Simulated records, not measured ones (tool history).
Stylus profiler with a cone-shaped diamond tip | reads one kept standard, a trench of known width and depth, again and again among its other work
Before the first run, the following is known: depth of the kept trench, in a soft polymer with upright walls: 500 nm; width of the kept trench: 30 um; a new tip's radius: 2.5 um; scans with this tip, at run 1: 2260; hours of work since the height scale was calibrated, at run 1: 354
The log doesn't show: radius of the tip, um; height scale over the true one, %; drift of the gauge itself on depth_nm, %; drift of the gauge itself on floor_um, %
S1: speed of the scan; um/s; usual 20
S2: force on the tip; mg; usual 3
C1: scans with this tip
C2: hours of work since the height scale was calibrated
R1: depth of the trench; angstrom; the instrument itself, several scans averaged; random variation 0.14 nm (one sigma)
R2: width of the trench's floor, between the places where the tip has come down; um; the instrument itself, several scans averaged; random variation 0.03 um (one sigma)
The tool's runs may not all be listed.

{"run": 1, "hour": 0.0, "S1": 20, "S2": 3, "C1": 2260, "C2": 354, "R1": 5094.6, "R2": 26.94}
{"run": 2, "hour": 35.2, "S1": 20, "S2": 3, "C1": 2355, "C2": 369, "R1": 5098, "R2": 26.9}
{"run": 3, "hour": 59.5, "S1": 20, "S2": 3, "C1": 2421, "C2": 379, "R1": 5097.2, "R2": 26.89}
{"run": 4, "hour": 93.8, "S1": 20, "S2": 3, "C1": 2514, "C2": 394, "R1": 5099, "R2": 26.9}
{"run": 5, "hour": 128.8, "S1": 20, "S2": 3, "C1": 2608, "C2": 409, "R1": 5095.9, "R2": 26.95}
{"run": 6, "hour": 146.9, "S1": 20, "S2": 3, "C1": 2657, "C2": 416, "R1": 5097.9, "R2": 26.86}
{"run": 7, "hour": 165.8, "S1": 20, "S2": 3, "C1": 2708, "C2": 424, "R1": 5099.8, "R2": 26.86}
{"run": 8, "hour": 196.1, "S1": 20, "S2": 6.03, "C1": 2790, "C2": 437, "R1": 5154.7, "R2": 26.97}
{"run": 9, "hour": 213.7, "S1": 20, "S2": 6.03, "C1": 2837, "C2": 444, "R1": 5154.3, "R2": 26.97}
{"run": 10, "hour": 244.6, "S1": 20, "S2": 2.68, "C1": 2921, "C2": 458, "R1": 5088.6, "R2": 26.89}
{"run": 11, "hour": 262.8, "S1": 20, "S2": 2.54, "C1": 2970, "C2": 465, "R1": 5085.7, "R2": 26.93}
{"run": 12, "hour": 301.0, "S1": 20, "S2": 2.54, "C1": 3073, "C2": 481, "R1": 5087.5, "R2": 26.91}
{"run": 13, "hour": 338.2, "S1": 20, "S2": 2.66, "C1": 3174, "C2": 497, "R1": 5088.3, "R2": 26.94}
{"run": 14, "hour": 370.7, "S1": 20, "S2": 1.91, "C1": 3262, "C2": 511, "R1": 5073.1, "R2": 26.89}
{"run": 15, "hour": 390.6, "S1": 20, "S2": 1.91, "C1": 3315, "C2": 519, "R1": 5071.7, "R2": 26.88}
{"run": 16, "hour": 413.4, "S1": 20, "S2": 1.91, "C1": 3377, "C2": 529, "R1": 5072, "R2": 26.83}
{"run": 17, "hour": 449.1, "S1": 22, "S2": 3, "C1": 3473, "C2": 544, "R1": 5097.4, "R2": 26.9}
{"run": 18, "hour": 469.7, "S1": 20, "S2": 8.47, "C1": 3529, "C2": 553, "R1": 5194.1, "R2": 26.96}
{"run": 19, "hour": 505.3, "S1": 20, "S2": 8.47, "C1": 3625, "C2": 568, "R1": 5194.5, "R2": 26.89}
{"run": 20, "hour": 535.7, "S1": 20, "S2": 8.47, "C1": 3707, "C2": 581, "R1": 5195.9, "R2": 26.98}
{"run": 21, "hour": 570.6, "S1": 33, "S2": 8.47, "C1": 3801, "C2": 595, "R1": 5194.2, "R2": 26.89}
{"run": 22, "hour": 605.3, "S1": 20, "S2": 4.43, "C1": 3895, "C2": 610, "R1": 5124.2, "R2": 26.89}
{"run": 23, "hour": 626.5, "S1": 20, "S2": 3, "C1": 3952, "C2": 619, "R1": 5096.2, "R2": 26.89}
{"run": 24, "hour": 662.5, "S1": 20, "S2": 4.49, "C1": 4050, "C2": 634, "R1": 5125.7, "R2": 26.9}
{"run": 25, "hour": 684.5, "S1": 20, "S2": 4.49, "C1": 4109, "C2": 644, "R1": 5126, "R2": 26.98}
{"run": 26, "hour": 707.3, "S1": 20, "S2": 4.49, "C1": 4171, "C2": 653, "R1": 5127.6, "R2": 26.87}
{"run": 27, "hour": 738.0, "S1": 13, "S2": 6.21, "C1": 4253, "C2": 666, "R1": 5158.1, "R2": 26.94}
{"run": 28, "hour": 755.3, "S1": 19, "S2": 1.52, "C1": 4300, "C2": 674, "R1": 5062.4, "R2": 26.86}
{"run": 29, "hour": 782.8, "S1": 58, "S2": 1.46, "C1": 4374, "C2": 685, "R1": 5060.2, "R2": 26.54}
{"run": 30, "hour": 814.9, "S1": 11, "S2": 3.04, "C1": 4461, "C2": 699, "R1": 5097.3, "R2": 26.96}
{"run": 31, "hour": 848.8, "S1": 7, "S2": 6.86, "C1": 4553, "C2": 713, "R1": 5166.3, "R2": 26.98}
{"run": 32, "hour": 877.9, "S1": 7, "S2": 6.86, "C1": 4631, "C2": 726, "R1": 5168.7, "R2": 26.96}
{"run": 33, "hour": 916.9, "S1": 29, "S2": 3, "C1": 4736, "C2": 742, "R1": 5095.3, "R2": 26.84}
{"run": 34, "hour": 933.8, "S1": 24, "S2": 1.46, "C1": 4782, "C2": 749, "R1": 5061.9, "R2": 26.78}
{"run": 35, "hour": 954.7, "S1": 20, "S2": 1.03, "C1": 4838, "C2": 758, "R1": 5047.6, "R2": 26.88}
{"run": 36, "hour": 986.8, "S1": 6, "S2": 2.23, "C1": 4925, "C2": 772, "R1": 5077.4, "R2": 26.98}
{"run": 37, "hour": 1015.2, "S1": 7, "S2": 2.48, "C1": 5002, "C2": 784, "R1": 5084.6, "R2": 27}
{"run": 38, "hour": 1050.1, "S1": 8, "S2": 2.33, "C1": 5096, "C2": 798, "R1": 5080.2, "R2": 26.96}
{"run": 39, "hour": 1087.8, "S1": 9, "S2": 5.26, "C1": 5198, "C2": 814, "R1": 5142.4, "R2": 26.98}
{"run": 40, "hour": 1126.9, "S1": 35, "S2": 7.29, "C1": 5304, "C2": 831, "R1": 5176.7, "R2": 26.84}
{"run": 41, "hour": 1152.1, "S1": 17, "S2": 2.81, "C1": 5372, "C2": 842, "R1": 5091.1, "R2": 26.92}
{"run": 42, "hour": 1191.2, "S1": 46, "S2": 1.45, "C1": 5477, "C2": 858, "R1": 5058.8, "R2": 26.68}
{"run": 43, "hour": 1218.5, "S1": 38, "S2": 2.31, "C1": 5551, "C2": 870, "R1": 5081.2, "R2": 26.82}
{"run": 44, "hour": 1258.9, "S1": 38, "S2": 2.31, "C1": 5660, "C2": 887, "R1": 5080.3, "R2": 26.74}
{"run": 45, "hour": 1276.1, "S1": 38, "S2": 2.31, "C1": 5706, "C2": 894, "R1": 5080.2, "R2": 26.82}
{"run": 46, "hour": 1297.4, "S1": 20, "S2": 1.65, "C1": 5764, "C2": 903, "R1": 5064.1, "R2": 26.85}

Predict each of these 3 candidate next runs independently; none follows another, all start after run 46:
{"run": "A", "hour": 1323.6, "S1": 6, "S2": 3, "C1": 5835, "C2": 914, "R1": "?", "R2": "?"}
{"run": "B", "hour": 1323.6, "S1": 26, "S2": 7.79, "C1": 5835, "C2": 914, "R1": "?", "R2": "?"}
{"run": "C", "hour": 1323.6, "S1": 29, "S2": 2.06, "C1": 5835, "C2": 914, "R1": "?", "R2": "?"}

run=A R1=5097.7 R2=26.98
run=B R1=5183.7 R2=26.93
run=C R1=5074.6 R2=26.88
What these runs would have given with no unlogged condition in the tool:
run=A R1=5097.8 R2=26.98
run=B R1=5183.8 R2=26.94
run=C R1=5074.7 R2=26.88
